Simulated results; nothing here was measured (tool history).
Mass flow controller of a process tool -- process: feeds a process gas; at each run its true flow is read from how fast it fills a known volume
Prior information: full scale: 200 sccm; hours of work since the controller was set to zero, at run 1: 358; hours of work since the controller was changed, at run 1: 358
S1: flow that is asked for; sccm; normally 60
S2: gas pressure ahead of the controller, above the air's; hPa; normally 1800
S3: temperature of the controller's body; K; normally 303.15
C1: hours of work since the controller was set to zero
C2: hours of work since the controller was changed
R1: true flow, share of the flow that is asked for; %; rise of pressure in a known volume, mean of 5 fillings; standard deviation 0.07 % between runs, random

Run 1, day 0: usual settings; C1 358; C2 358. Result: R1 99.34 %.
Run 2, day 2.812: usual settings; C1 407; C2 407. Result: R1 99.22 %.
Run 3, day 4.542: usual settings; C1 437; C2 437. Result: R1 99.25 %.
Run 4, day 7.488: usual settings; C1 488; C2 488. Result: R1 99.31 %.
Run 5, day 10.2: usual settings; C1 535; C2 535. Result: R1 99.31 %.
Run 6, day 13.567: usual settings; C1 593; C2 593. Result: R1 99.24 %.
Run 7, day 16.408: usual settings; C1 642; C2 642. Result: R1 99.25 %.
Run 8, day 19.042: usual settings; C1 688; C2 688. Result: R1 99.28 %.
Run 9, day 22.304: usual settings; C1 744; C2 744. Result: R1 99.28 %.
Run 10, day 24.821: usual settings; C1 788; C2 788. Result: R1 99.26 %.
Run 11, day 27.812: usual settings; C1 839; C2 839. Result: R1 99.48 %.
Run 12, day 30.562: usual settings; C1 887; C2 887. Result: R1 99.42 %.
Run 13, day 32.221: usual settings; C1 916; C2 916. Result: R1 99.42 %.
Run 14, day 34.754: usual settings but S1 28 sccm; C1 959; C2 959. Result: R1 100.24 %.
Run 15, day 36.788: usual settings but S1 50 sccm, S2 1400 hPa, S3 312.15 K; C1 995; C2 995. Result: R1 98.87 %.
Run 16, day 39.029: usual settings but S2 2660 hPa, S3 309.15 K; C1 1033; C2 1033. Result: R1 98.21 %.
Run 17, day 41.396: usual settings but S2 2660 hPa, S3 309.15 K; C1 1074; C2 1074. Result: R1 98.25 %.
Run 18, day 44.271: usual settings but S1 20 sccm, S2 1450 hPa, S3 307.15 K; C1 1124; C2 1124. Result: R1 100.81 %.
Run 19, day 45.979: usual settings but S3 304.15 K; C1 1154; C2 1154. Result: R1 99.37 %.
Run 20, day 47.808: usual settings but S3 304.15 K; C1 1185; C2 1185. Result: R1 99.47 %.
Run 21, day 49.954: usual settings but S1 77 sccm; C1 1222; C2 1222. Result: R1 99.41 %.
Run 22, day 53.262: usual settings but S2 1580 hPa, S3 309.15 K; C1 1280; C2 1280. Result: R1 98.95 %.
Run 23, day 56.675: usual settings but S1 56 sccm, S2 1730 hPa; C1 1339; C2 1339. Result: R1 99.64 %.
Run 24, day 59.592: usual settings but S1 56 sccm, S2 1730 hPa; C1 1389; C2 1389. Result: R1 99.62 %.
Run 25, day 61.95: usual settings but S1 56 sccm, S2 1730 hPa; C1 1430; C2 1430. Result: R1 99.69 %.

Alternative continuations, all from the tool just after run 25; predict every row:
Run A, day 64.483: usual settings but S1 61 sccm, S2 2630 hPa, S3 310.15 K; C1 1474; C2 1474. Result: R1 ?.
Run B, day 64.483: usual settings but S1 47 sccm, S3 300.15 K; C1 1474; C2 1474. Result: R1 ?.
Run C, day 64.483: usual settings but S1 56 sccm, S2 2310 hPa, S3 294.15 K; C1 1474; C2 1474. Result: R1 ?.

run      R1
  A   98.19
  B  100.07
  C   99.98
What these runs would have given with no unlogged condition in the tool:
run     R1
  A  97.66
  B  99.22
  C  99.35
